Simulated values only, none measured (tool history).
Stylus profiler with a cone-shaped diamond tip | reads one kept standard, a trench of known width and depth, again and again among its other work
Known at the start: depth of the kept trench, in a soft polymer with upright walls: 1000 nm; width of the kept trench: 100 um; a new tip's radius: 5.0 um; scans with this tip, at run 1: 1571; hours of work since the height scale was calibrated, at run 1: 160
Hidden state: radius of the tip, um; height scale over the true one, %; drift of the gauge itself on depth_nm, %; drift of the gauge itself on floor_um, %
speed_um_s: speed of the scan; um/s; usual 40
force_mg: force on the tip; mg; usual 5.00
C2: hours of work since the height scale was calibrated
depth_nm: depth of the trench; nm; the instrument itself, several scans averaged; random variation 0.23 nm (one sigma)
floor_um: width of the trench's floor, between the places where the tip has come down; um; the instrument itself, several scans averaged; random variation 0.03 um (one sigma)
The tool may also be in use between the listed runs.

Run 1, hour 0.0: usual settings; scans with this tip 1571; C2 160. Result: depth_nm 1012.63 nm, floor_um 93.74 um.
Run 2, hour 17.6: usual settings but force_mg 1.74 mg; scans with this tip 1705; C2 174. Result: depth_nm 1006.36 nm, floor_um 93.69 um.
Run 3, hour 31.9: usual settings but force_mg 1.74 mg; scans with this tip 1815; C2 185. Result: depth_nm 1006.53 nm, floor_um 93.65 um.
Run 4, hour 46.3: usual settings but force_mg 1.74 mg; scans with this tip 1925; C2 196. Result: depth_nm 1006.91 nm, floor_um 93.68 um.
Run 5, hour 58.7: usual settings but force_mg 4.25 mg; scans with this tip 2019; C2 206. Result: depth_nm 1011.58 nm, floor_um 93.72 um.
Run 6, hour 68.4: usual settings; scans with this tip 2093; C2 214. Result: depth_nm 1012.57 nm, floor_um 93.69 um.
Run 7, hour 76.8: usual settings but speed_um_s 12 um/s; scans with this tip 2157; C2 220. Result: depth_nm 1012.53 nm, floor_um 93.76 um.
Run 8, hour 85.5: usual settings but speed_um_s 35 um/s; scans with this tip 2223; C2 227. Result: depth_nm 1013.00 nm, floor_um 93.65 um.
Run 9, hour 95.8: usual settings but speed_um_s 35 um/s; scans with this tip 2302; C2 235. Result: depth_nm 1012.74 nm, floor_um 93.62 um.
Run 10, hour 105.1: usual settings but speed_um_s 13 um/s; scans with this tip 2373; C2 242. Result: depth_nm 1013.11 nm, floor_um 93.70 um.
Run 11, hour 120.2: usual settings but speed_um_s 15 um/s, force_mg 1.71 mg; scans with this tip 2489; C2 254. Result: depth_nm 1007.28 nm, floor_um 93.70 um.
Run 12, hour 137.2: usual settings but speed_um_s 15 um/s, force_mg 1.71 mg; scans with this tip 2618; C2 267. Result: depth_nm 1007.32 nm, floor_um 93.65 um.
Run 13, hour 150.2: usual settings but speed_um_s 17 um/s, force_mg 7.34 mg; scans with this tip 2717; C2 277. Result: depth_nm 1016.10 nm, floor_um 93.72 um.
Run 14, hour 168.2: usual settings but speed_um_s 17 um/s, force_mg 6.45 mg; scans with this tip 2855; C2 291. Result: depth_nm 1014.75 nm, floor_um 93.68 um.
Run 15, hour 184.8: usual settings but speed_um_s 49 um/s, force_mg 13.91 mg; scans with this tip 2981; C2 304. Result: depth_nm 1024.88 nm, floor_um 93.62 um.
Run 16, hour 198.8: usual settings but speed_um_s 14 um/s, force_mg 11.84 mg; scans with this tip 3088; C2 315. Result: depth_nm 1022.28 nm, floor_um 93.62 um.
Run 17, hour 207.9: usual settings but speed_um_s 14 um/s, force_mg 11.84 mg; scans with this tip 3158; C2 322. Result: depth_nm 1022.19 nm, floor_um 93.61 um.
Run 18, hour 223.5: usual settings but speed_um_s 11 um/s, force_mg 7.15 mg; scans with this tip 3277; C2 334. Result: depth_nm 1016.89 nm, floor_um 93.58 um.
Run 19, hour 241.6: usual settings but speed_um_s 11 um/s, force_mg 7.15 mg; scans with this tip 3415; C2 348. Result: depth_nm 1016.53 nm, floor_um 93.60 um.
Run 20, hour 260.3: usual settings but speed_um_s 11 um/s, force_mg 7.15 mg; scans with this tip 3557; C2 363. Result: depth_nm 1016.17 nm, floor_um 93.59 um.

Forecast each of these 5 alternatives for the next run:
Run A, hour 271.4: usual settings but speed_um_s 27 um/s, force_mg 5.21 mg; scans with this tip 3642; C2 372. Result: depth_nm ?, floor_um ?.
Run B, hour 271.4: usual settings but speed_um_s 14 um/s, force_mg 4.02 mg; scans with this tip 3642; C2 372. Result: depth_nm ?, floor_um ?.
Run C, hour 271.4: usual settings but speed_um_s 70 um/s, force_mg 13.01 mg; scans with this tip 3642; C2 372. Result: depth_nm ?, floor_um ?.
Run D, hour 271.4: usual settings but force_mg 2.03 mg; scans with this tip 3642; C2 372. Result: depth_nm ?, floor_um ?.
Run E, hour 271.4: usual settings but speed_um_s 13 um/s; scans with this tip 3642; C2 372. Result: depth_nm ?, floor_um ?.

run  depth_nm  floor_um
  A   1013.75     93.50
  B   1011.73     93.55
  C   1024.03     93.47
  D   1007.91     93.38
  E   1013.35     93.51
Without the tool's hidden state the same runs would have given:
run  depth_nm  floor_um
  A   1012.34     93.92
  B   1010.32     93.97
  C   1022.60     93.90
  D   1006.51     93.80
  E   1011.94     93.93

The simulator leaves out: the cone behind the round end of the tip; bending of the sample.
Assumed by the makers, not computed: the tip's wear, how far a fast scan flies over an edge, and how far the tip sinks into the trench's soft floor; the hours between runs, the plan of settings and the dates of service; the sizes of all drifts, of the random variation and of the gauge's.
